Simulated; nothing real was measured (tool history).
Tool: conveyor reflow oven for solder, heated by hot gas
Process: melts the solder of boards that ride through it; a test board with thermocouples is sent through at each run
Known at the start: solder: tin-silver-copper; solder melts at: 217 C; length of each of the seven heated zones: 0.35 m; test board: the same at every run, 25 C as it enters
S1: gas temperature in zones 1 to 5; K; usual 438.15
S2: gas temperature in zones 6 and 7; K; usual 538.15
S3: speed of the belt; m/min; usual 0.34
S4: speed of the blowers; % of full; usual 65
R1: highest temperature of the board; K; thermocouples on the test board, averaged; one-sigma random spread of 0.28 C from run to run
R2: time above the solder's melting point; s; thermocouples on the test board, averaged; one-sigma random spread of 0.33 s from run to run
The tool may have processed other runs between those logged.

Run 1, hour 0: usual settings. Result: R1 521.65 K, R2 82.9 s.
Run 2, hour 34.4: usual settings. Result: R1 521.35 K, R2 82.6 s.
At hour 61: flux residue cleaned out of gas plates and filters.
Run 3, hour 72.2: usual settings. Result: R1 521.85 K, R2 84.4 s.
Run 4, hour 116.2: usual settings but S4 60 % of full. Result: R1 520.45 K, R2 80.7 s.
Run 5, hour 156.5: usual settings but S4 60 % of full. Result: R1 520.65 K, R2 81.2 s.
Run 6, hour 178.4: usual settings but S1 449.15 K. Result: R1 524.05 K, R2 92.4 s.
Run 7, hour 211.3: usual settings but S1 449.15 K. Result: R1 523.05 K, R2 91.9 s.
Run 8, hour 248.9: usual settings but S1 446.15 K. Result: R1 522.85 K, R2 90.1 s.
Run 9, hour 286.5: usual settings but S1 446.15 K. Result: R1 523.55 K, R2 90.8 s.
Run 10, hour 312.9: usual settings but S1 446.15 K. Result: R1 522.85 K, R2 88.6 s.
Run 11, hour 346.2: usual settings but S1 448.15 K, S3 0.372 m/min, S4 53 % of full. Result: R1 515.85 K, R2 69.9 s.
Run 12, hour 385.5: usual settings but S2 539.15 K, S4 76 % of full. Result: R1 525.95 K, R2 89.4 s.
Run 13, hour 407.3: usual settings but S2 539.15 K, S4 76 % of full. Result: R1 525.45 K, R2 89.8 s.
Run 14, hour 448.4: usual settings but S1 433.15 K, S2 539.15 K, S3 0.358 m/min, S4 51 % of full. Result: R1 513.45 K, R2 62.1 s.
Run 15, hour 477.7: usual settings but S1 433.15 K, S2 539.15 K, S3 0.358 m/min, S4 51 % of full. Result: R1 513.15 K, R2 61.5 s.
Run 16, hour 511.8: usual settings but S1 443.15 K, S2 541.15 K, S3 0.279 m/min, S4 66 % of full. Result: R1 529.95 K, R2 119.3 s.
Run 17, hour 548.5: usual settings but S1 443.15 K, S2 547.15 K, S3 0.279 m/min, S4 81 % of full. Result: R1 538.45 K, R2 129.9 s.

5 options for the next run, each taken on its own from the tool as it stands now. Forecast them:
Run A, hour 574.1: usual settings but S1 451.15 K, S3 0.341 m/min, S4 56 % of full. Result: R1 ?, R2 ?.
Run B, hour 574.1: usual settings but S1 443.15 K, S2 545.15 K, S3 0.325 m/min, S4 81 % of full. Result: R1 ?, R2 ?.
Run C, hour 574.1: usual settings but S1 443.15 K, S2 539.15 K, S3 0.279 m/min, S4 81 % of full. Result: R1 ?, R2 ?.
Run D, hour 574.1: usual settings but S1 432.15 K, S2 550.15 K. Result: R1 ?, R2 ?.
Run E, hour 574.1: usual settings but S1 452.15 K, S2 547.15 K, S3 0.296 m/min, S4 84 % of full. Result: R1 ?, R2 ?.

run      R1     R2
  A  519.85   87.5
  B  533.35  105.2
  C  531.45  122.8
  D  530.45   91.3
  E  538.75  126.9
Take away the tool's hidden state, keep each run's random variation, and the runs would have read:
run      R1     R2
  A  521.45   89.6
  B  535.15  106.7
  C  533.05  124.4
  D  532.35   93.2
  E  540.35  127.9
